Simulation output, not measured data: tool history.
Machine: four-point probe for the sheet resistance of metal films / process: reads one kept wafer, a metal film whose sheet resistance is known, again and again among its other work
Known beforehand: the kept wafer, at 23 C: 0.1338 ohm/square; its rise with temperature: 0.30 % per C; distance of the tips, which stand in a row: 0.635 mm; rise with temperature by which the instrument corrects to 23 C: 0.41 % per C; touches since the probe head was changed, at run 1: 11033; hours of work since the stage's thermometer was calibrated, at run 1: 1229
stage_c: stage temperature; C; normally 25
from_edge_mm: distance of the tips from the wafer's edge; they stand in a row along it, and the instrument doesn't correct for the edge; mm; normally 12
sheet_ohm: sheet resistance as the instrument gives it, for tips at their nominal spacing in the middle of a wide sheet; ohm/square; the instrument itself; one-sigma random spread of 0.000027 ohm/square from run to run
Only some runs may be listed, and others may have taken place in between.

run	day	stage_c	from_edge_mm	touches since the probe head was changed	hours of work since the stage's thermometer was calibrated	sheet_ohm
1	0	25	12	11033	1229	0.134055
2	0.304	25	12	11164	1234	0.134093
3	0.904	25	12	11425	1243	0.134132
4	1.196	22	12	11553	1248	0.134525
5	1.583	22	12	11721	1254	0.134567
6	2.275	22	12	12022	1265	0.134515
7	2.667	25	12	12192	1271	0.134105
8	3.088	21	12	12375	1278	0.134616
9	3.496	21	12	12552	1284	0.134724
10	4.054	21	12	12794	1293	0.134667
11	4.458	25	32	12971	1300	0.133918
12	4.925	25	32	13173	1307	0.133855
13	5.446	25	32	13399	1315	0.133896
14	6.158	25	32	13709	1327	0.133895
15	6.538	25	32	13873	1333	0.133919
16	7.042	22	12	14094	1341	0.134537
17	7.688	34	12	14373	1351	0.132757
18	8.333	25	12	14655	1361	0.134044
19	8.779	25	17	14848	1368	0.133995
20	9.462	24	17	15145	1379	0.13409
21	9.767	31	12	15277	1384	0.13318
22	10.1	19	12	15421	1389	0.134909
23	10.438	19	12	15568	1395	0.134883
24	10.921	22	13	15778	1402	0.134448
25	11.275	34	9	15931	1408	0.132935
26	11.654	27	4	16097	1414	0.1353
27	12.067	33	66	16276	1421	0.132639
28	12.708	30	46	16555	1431	0.133146
29	13.317	35	9	16819	1440	0.132785
30	13.829	35	9	17043	1449	0.132775
31	14.246	21	30	17223	1455	0.134456
32	14.579	21	30	17369	1461	0.134409
33	15.167	33	11	17624	1470	0.132943
34	15.6	33	13	17812	1477	0.13284
35	16.121	23	13	18038	1485	0.134258
36	16.417	23	14	18166	1490	0.134197
37	16.858	24	39	18358	1497	0.134013
38	17.296	24	39	18548	1504	0.133974
39	17.921	34	35	18819	1514	0.13254
40	18.325	34	35	18995	1520	0.132518
41	18.704	34	35	19160	1526	0.13251
42	19.292	21	7	19415	1535	0.134934
43	19.996	22	54	19723	1547	0.134181
44	20.412	22	54	19902	1553	0.134166
45	20.708	22	54	20031	1558	0.13418

3 ways to go on from here, each from the tool as it stands after run 45. What would each give?
A	21.025	24	12	20170	1563	?
B	21.025	22	4	20170	1563	?
C	21.025	18	14	20170	1563	?

run	sheet_ohm
A	0.134106
B	0.135964
C	0.134954
Without the tool's unlogged condition, the same runs would have read:
run	sheet_ohm
A	0.133879
B	0.135735
C	0.134728
